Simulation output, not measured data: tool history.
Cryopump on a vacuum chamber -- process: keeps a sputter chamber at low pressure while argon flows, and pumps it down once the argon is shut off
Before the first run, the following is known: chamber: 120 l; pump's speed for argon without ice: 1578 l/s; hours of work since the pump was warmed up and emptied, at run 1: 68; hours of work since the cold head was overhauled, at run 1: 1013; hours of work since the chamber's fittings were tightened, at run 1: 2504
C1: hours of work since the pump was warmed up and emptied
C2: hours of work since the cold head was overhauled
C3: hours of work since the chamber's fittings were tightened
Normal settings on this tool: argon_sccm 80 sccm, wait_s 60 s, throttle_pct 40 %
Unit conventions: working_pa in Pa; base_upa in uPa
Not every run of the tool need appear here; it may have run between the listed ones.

Run 1, hour 0.0: usual settings; C1 68; C2 1013; C3 2504. Result: working_pa 0.2203 Pa, base_upa 1.69 uPa.
Run 2, hour 43.3: usual settings; C1 85; C2 1030; C3 2522. Result: working_pa 0.2221 Pa, base_upa 1.78 uPa.
Run 3, hour 103.8: usual settings but throttle_pct 48 %; C1 110; C2 1055; C3 2546. Result: working_pa 0.1864 Pa, base_upa 1.82 uPa.
Run 4, hour 144.8: usual settings but wait_s 46 s; C1 126; C2 1071; C3 2563. Result: working_pa 0.2240 Pa, base_upa 1.98 uPa.
Run 5, hour 204.2: usual settings but wait_s 46 s; C1 150; C2 1096; C3 2587. Result: working_pa 0.2248 Pa, base_upa 2.02 uPa.
Run 6, hour 257.9: usual settings but argon_sccm 38 sccm, wait_s 77 s, throttle_pct 28 %; C1 172; C2 1117; C3 2609. Result: working_pa 0.1500 Pa, base_upa 1.76 uPa.
Run 7, hour 321.8: usual settings but argon_sccm 88 sccm, wait_s 77 s, throttle_pct 55 %; C1 198; C2 1143; C3 2635. Result: working_pa 0.1875 Pa, base_upa 1.73 uPa.
Run 8, hour 360.9: usual settings but argon_sccm 46 sccm, wait_s 258 s; C1 214; C2 1159; C3 2651. Result: working_pa 0.1323 Pa, base_upa 1.42 uPa.
At hour 368.9: leaking fittings of the chamber tightened, without venting.
Run 9, hour 415.3: usual settings but argon_sccm 116 sccm, wait_s 100 s, throttle_pct 17 %; C1 235; C2 1180; C3 19. Result: working_pa 0.7622 Pa, base_upa 0.63 uPa.
Run 10, hour 443.2: usual settings but argon_sccm 89 sccm, wait_s 61 s, throttle_pct 19 %; C1 247; C2 1192; C3 30. Result: working_pa 0.5263 Pa, base_upa 0.87 uPa.

Difference, measured minus no-hidden-state, one row per run. Run-to-run variation is common to both terms; the gauge's own scatter need not be:
Hidden state at play: pump's speed, % of a pump's without ice; cold plate's temperature, K; leak into the chamber, uPa l/s; drift of the gauge itself on working_pa, %; drift of the gauge itself on base_upa, %.
run  working_pa  base_upa
  1     +0.0059     +0.92
  2     +0.0069     +0.96
  3     +0.0086     +1.00
  4     +0.0096     +0.99
  5     +0.0112     +1.04
  6     +0.0060     +1.09
  7     +0.0163     +1.08
  8     +0.0093     +1.09
  9     +0.0260     +0.06
 10     +0.0210     +0.07
